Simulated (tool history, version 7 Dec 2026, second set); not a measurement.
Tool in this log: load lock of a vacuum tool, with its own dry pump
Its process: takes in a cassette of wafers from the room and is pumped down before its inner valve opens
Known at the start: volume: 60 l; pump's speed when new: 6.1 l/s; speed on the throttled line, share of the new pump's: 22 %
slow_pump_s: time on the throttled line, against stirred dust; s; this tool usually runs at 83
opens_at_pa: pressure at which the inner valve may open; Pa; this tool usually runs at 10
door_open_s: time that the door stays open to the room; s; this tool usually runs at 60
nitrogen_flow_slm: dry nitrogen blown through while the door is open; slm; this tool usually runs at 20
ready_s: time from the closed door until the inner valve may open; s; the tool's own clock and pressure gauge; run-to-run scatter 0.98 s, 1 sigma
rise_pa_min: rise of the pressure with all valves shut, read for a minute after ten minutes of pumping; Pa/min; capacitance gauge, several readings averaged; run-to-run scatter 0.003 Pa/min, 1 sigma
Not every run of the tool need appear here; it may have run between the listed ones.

run	hour	slow_pump_s	opens_at_pa	door_open_s	nitrogen_flow_slm	incoming humidity of the room's air, %	ready_s	rise_pa_min
1	0	83	10	60	20	41	161.3	0.384
2	77.7	83	10	60	20	43.1	162.2	0.377
3	209.1	83	10	60	20	44	162.8	0.382
4	288.9	42	10	60	20	46.9	132.1	0.398
5	414	42	10	60	20	43.5	132.7	0.403
6	522.5	42	10	60	20	45.8	132.2	0.415
7	592	83	10	60	20	44	163.7	0.419
8	728.3	83	10	60	20	45.6	164.8	0.433
9	795.2	83	10	60	20	45	161.3	0.426
10	897.8	83	19	60	20	47	156.3	0.439
11	964.7	83	19	60	20	45.9	155.7	0.441
12	1072.7	83	19	60	20	44.7	156.4	0.46
13	1184	83	10	60	20	45.1	164.1	0.457
14	1264.4	83	10	60	20	47.7	165.2	0.466
15	1340	83	10	60	20	46.6	165.4	0.479
16	1454.3	83	10	60	20	44.1	161.9	0.48
17	1600	83	10	60	20	44.1	164.8	0.48
18	1725	83	10	60	11	46.8	163.9	0.502
19	1838.8	83	13	60	11	44.3	161.6	0.507
20	1953.1	83	13	60	11	47.9	161.6	0.515
21	2060.5	83	13	60	11	46.8	161	0.522
22	2157.5	83	8	28	20	44.3	168.6	0.512
23	2284.7	83	10	116	20	44.5	164.8	0.539
24	2363.3	83	18	60	14	45.5	159.1	0.537
25	2459.2	83	17	60	7	42.4	159.7	0.562
26	2575.4	83	17	60	7	43.2	159.4	0.567
27	2699	83	17	60	7	44	159.2	0.564
28	2799.5	62	17	111	7	48.7	143	0.607
29	2921.1	62	17	111	16	48.5	144.1	0.6
30	3006	75	9	37	4	45.5	160.1	0.604
31	3106.7	45	10	48	44	41.7	136.5	0.587
32	3233.1	45	10	48	44	44	139.6	0.603
33	3342.1	45	10	48	44	45.2	138.1	0.6
34	3421.7	154	13	60	11	40.9	219.5	0.618
35	3492.2	154	16	187	11	46	214.9	0.645
36	3552.5	154	16	135	11	50.2	216.2	0.648

Hidden state or all else? Some run-to-run changes of ready_s, split into what the settings, what came in and random variation would give without the hidden state, and what is left for the hidden state (with any gauge scatter that isn't in both results):
What the log doesn't record here: pump's speed, % of a new pump's; leak at the door's seal, Pa l/s; drift of the gauge itself on ready_s, %; drift of the gauge itself on rise_pa_min, %.
Run 3 -> 4: slow_pump_s 83 -> 42. ready_s -30.7 s: hidden state +1, all else -31.7.
Run 6 -> 7: slow_pump_s 42 -> 83. ready_s +31.5 s: hidden state -0.8, all else +32.3.
Run 21 -> 22: opens_at_pa 13 -> 8, door_open_s 60 -> 28, nitrogen_flow_slm 11 -> 20. ready_s +7.6 s: hidden state +1, all else +6.6.
Run 33 -> 34: slow_pump_s 45 -> 154, opens_at_pa 10 -> 13, door_open_s 48 -> 60, nitrogen_flow_slm 44 -> 11. ready_s +81.4 s: hidden state -3.6, all else +85.
